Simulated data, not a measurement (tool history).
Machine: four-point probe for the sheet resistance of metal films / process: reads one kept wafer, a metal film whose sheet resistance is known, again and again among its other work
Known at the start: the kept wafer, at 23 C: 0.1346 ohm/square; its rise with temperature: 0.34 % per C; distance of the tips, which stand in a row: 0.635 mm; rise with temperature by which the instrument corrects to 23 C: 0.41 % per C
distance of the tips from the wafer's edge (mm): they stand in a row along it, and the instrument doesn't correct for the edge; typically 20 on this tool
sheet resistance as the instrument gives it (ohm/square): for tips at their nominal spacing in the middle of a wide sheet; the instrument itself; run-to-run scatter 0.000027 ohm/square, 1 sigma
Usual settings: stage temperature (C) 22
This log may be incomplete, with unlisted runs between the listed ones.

run,hour,stage temperature (C),distance of the tips from the wafer's edge (mm),sheet resistance as the instrument gives it (ohm/square)
1,0,22,20,0.135534
2,14.6,18,20,0.135955
3,40.4,22,20,0.135589
4,70.7,22,20,0.135615
5,88.3,22,20,0.135645
6,113.8,22,20,0.135621
7,134.7,22,20,0.135676
8,164.1,22,20,0.135683
9,191.3,29,20,0.135032
10,224.6,22,20,0.135701
11,253.3,22,20,0.1357
12,269.3,22,20,0.135732
13,291.1,22,20,0.135786
14,324.5,22,20,0.135803
15,345.6,22,20,0.135799
16,368.8,22,20,0.13583
17,385,26,20,0.135436
18,414.7,34,34,0.134715
19,434.8,19,66,0.13607
20,459.5,23,44,0.135754
21,488.5,20,4,0.137822
22,512,34,4,0.136504
23,547,18,4,0.138053
24,575.9,23,35,0.135799
25,590.8,22,24,0.135924
26,614.4,19,4,0.13806

The next listed run, before its measurement:
27,643.7,31,8,?

Run 27 gave sheet resistance as the instrument gives it (ohm/square) 0.135516.
Had the tool carried no hidden state, the very same run would have given sheet resistance as the instrument gives it (ohm/square) 0.13431.

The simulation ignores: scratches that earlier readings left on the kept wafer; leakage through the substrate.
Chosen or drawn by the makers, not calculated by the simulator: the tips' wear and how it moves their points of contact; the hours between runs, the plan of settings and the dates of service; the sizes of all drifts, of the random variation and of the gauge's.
